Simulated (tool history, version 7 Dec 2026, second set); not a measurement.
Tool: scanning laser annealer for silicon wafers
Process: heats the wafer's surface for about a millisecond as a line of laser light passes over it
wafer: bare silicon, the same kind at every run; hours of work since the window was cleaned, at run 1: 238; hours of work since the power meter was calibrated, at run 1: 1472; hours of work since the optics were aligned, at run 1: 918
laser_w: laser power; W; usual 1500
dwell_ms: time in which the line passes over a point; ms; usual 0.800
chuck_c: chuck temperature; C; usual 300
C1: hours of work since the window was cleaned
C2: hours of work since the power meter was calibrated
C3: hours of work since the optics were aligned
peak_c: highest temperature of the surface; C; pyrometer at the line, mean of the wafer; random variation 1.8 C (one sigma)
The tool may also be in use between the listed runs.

Run 1, day 0.000: usual settings; C1 238; C2 1472; C3 918. Result: peak_c 978 C.
Run 2, day 1.338: usual settings; C1 262; C2 1496; C3 942. Result: peak_c 977 C.
Run 3, day 2.879: usual settings but chuck_c 268 C; C1 290; C2 1524; C3 971. Result: peak_c 942 C.
Run 4, day 4.262: usual settings but dwell_ms 0.792 ms, chuck_c 268 C; C1 316; C2 1549; C3 996. Result: peak_c 938 C.
Run 5, day 5.729: usual settings but laser_w 1454 W; C1 342; C2 1576; C3 1023. Result: peak_c 950 C.
Run 6, day 7.188: usual settings but laser_w 1382 W, dwell_ms 0.787 ms, chuck_c 269 C; C1 369; C2 1603; C3 1049. Result: peak_c 878 C.
Run 7, day 8.783: usual settings but laser_w 1382 W, dwell_ms 0.787 ms, chuck_c 269 C; C1 398; C2 1632; C3 1078. Result: peak_c 874 C.
At day 9.012: window over the wafer cleaned.
Run 8, day 10.729: usual settings but laser_w 1382 W, dwell_ms 0.787 ms, chuck_c 269 C; C1 31; C2 1666; C3 1112. Result: peak_c 895 C.
Run 9, day 12.188: usual settings but laser_w 1323 W, dwell_ms 0.787 ms, chuck_c 266 C; C1 58; C2 1693; C3 1139. Result: peak_c 861 C.
Run 10, day 13.708: usual settings but laser_w 1323 W, dwell_ms 0.787 ms, chuck_c 266 C; C1 86; C2 1720; C3 1167. Result: peak_c 861 C.

Forecast each of these 5 alternatives for the next run:
At day 15.138: optics aligned, line set to its width.
Run A, day 15.708: usual settings but dwell_ms 0.619 ms, chuck_c 328 C; C1 118; C2 1753; C3 10. Result: peak_c ?.
At day 15.138: optics aligned, line set to its width.
Run B, day 15.708: usual settings but laser_w 1304 W, dwell_ms 0.706 ms; C1 118; C2 1753; C3 10. Result: peak_c ?.
At day 15.138: optics aligned, line set to its width.
Run C, day 15.708: usual settings but laser_w 1286 W, dwell_ms 0.787 ms, chuck_c 266 C; C1 118; C2 1753; C3 10. Result: peak_c ?.
At day 15.138: optics aligned, line set to its width.
Run D, day 15.708: usual settings but laser_w 1383 W, dwell_ms 0.921 ms, chuck_c 336 C; C1 118; C2 1753; C3 10. Result: peak_c ?.
At day 15.138: optics aligned, line set to its width.
Run E, day 15.708: usual settings but laser_w 1527 W, dwell_ms 0.659 ms, chuck_c 263 C; C1 118; C2 1753; C3 10. Result: peak_c ?.

run  peak_c
  A     931
  B     855
  C     849
  D    1013
  E     901
Without the tool's hidden state the same runs would have given:
run  peak_c
  A     947
  B     869
  C     864
  D    1030
  E     916
